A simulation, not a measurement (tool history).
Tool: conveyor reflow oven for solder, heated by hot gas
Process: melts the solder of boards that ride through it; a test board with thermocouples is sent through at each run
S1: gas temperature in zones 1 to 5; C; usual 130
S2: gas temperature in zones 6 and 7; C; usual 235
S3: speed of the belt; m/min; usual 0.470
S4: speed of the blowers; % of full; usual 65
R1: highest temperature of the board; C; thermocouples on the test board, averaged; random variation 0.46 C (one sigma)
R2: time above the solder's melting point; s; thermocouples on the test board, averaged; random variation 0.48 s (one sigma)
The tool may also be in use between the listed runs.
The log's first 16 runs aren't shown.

run	hour	S1	S2	S3	S4	R1	R2
17	422.3	130	248	0.405	65	233.9	76.7
18	438.4	130	241	0.411	69	227.8	71.9
19	455.8	130	243	0.387	65	231.2	78.0
20	472.0	130	243	0.387	65	231.4	78.8
21	492.6	130	243	0.387	65	231.6	78.0
22	514.6	130	243	0.387	65	230.5	78.8
23	535.2	128	243	0.470	79	227.6	61.2
24	550.2	130	224	0.470	90	212.9	53.1
25	583.9	141	247	0.402	90	238.5	83.5
26	600.3	117	230	0.549	65	204.9	33.3
27	625.8	117	230	0.384	83	220.2	69.2
# hour 639.9: belt drive overhauled, speed set with a stopwatch
28	656.2	117	230	0.434	70	214.4	54.4
29	683.6	117	235	0.505	70	214.6	42.9
30	697.8	116	235	0.558	86	213.1	39.7

5 ways to go on from here, each from the tool as it stands after run 30. What would each give?
A	724.7	130	235	0.506	73	?	?
B	724.7	130	235	0.501	65	?	?
C	724.7	140	235	0.431	77	?	?
D	724.7	135	235	0.426	50	?	?
E	724.7	116	230	0.489	86	?	?

run	R1	R2
A	216.6	50.3
B	214.5	49.1
C	224.0	69.3
D	218.2	62.2
E	214.1	46.5
Without the tool's hidden state the same runs would have given:
run	R1	R2
A	216.7	50.5
B	214.7	49.3
C	224.2	69.4
D	218.3	62.3
E	214.2	46.7
